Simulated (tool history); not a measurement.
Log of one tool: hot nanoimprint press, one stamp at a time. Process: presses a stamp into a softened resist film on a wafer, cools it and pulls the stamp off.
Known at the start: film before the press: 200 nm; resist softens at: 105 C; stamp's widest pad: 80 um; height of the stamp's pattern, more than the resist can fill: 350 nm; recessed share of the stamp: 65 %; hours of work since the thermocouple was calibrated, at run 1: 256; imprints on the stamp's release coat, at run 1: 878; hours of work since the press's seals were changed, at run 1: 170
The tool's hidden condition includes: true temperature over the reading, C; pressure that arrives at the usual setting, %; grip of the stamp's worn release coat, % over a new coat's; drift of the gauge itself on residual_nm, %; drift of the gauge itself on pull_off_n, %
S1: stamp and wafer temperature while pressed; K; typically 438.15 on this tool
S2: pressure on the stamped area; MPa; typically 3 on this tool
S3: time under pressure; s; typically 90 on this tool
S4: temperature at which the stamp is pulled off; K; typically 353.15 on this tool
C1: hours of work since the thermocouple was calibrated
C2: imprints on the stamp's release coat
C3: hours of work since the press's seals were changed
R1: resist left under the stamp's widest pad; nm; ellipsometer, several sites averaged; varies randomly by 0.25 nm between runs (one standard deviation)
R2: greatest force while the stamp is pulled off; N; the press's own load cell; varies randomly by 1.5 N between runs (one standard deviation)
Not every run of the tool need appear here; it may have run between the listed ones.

run	hour	S1	S2	S3	S4	C1	C2	C3	R1	R2
1	0	438.15	3	90	353.15	256	878	170	96.3	124
# hour 12.8: stamp cleaned and given a new release coat
2	18.1	433.15	3	90	353.15	262	13	176	124.1	103
3	28.6	438.15	3	90	353.15	267	38	181	96.1	103
4	40.3	438.15	3	90	353.15	273	67	187	96.3	106
# hour 43.9: plate thermocouple calibrated
5	52.7	438.15	3	90	353.15	4	90	192	95.5	102
# hour 65.8: plate thermocouple calibrated, once more
6	66.7	438.15	3	90	353.15	0	116	197	100.1	108
7	72.5	440.15	3	90	354.15	3	130	200	90.2	108

What does the tool deliver on the next run?
8	78	438.15	3	90	352.15	6	144	203	?	?

{"run 8": {"R1": 100.2, "R2": 109}}
Had the tool carried no hidden state, the very same run would have given R1 99.7 nm, R2 105 N.
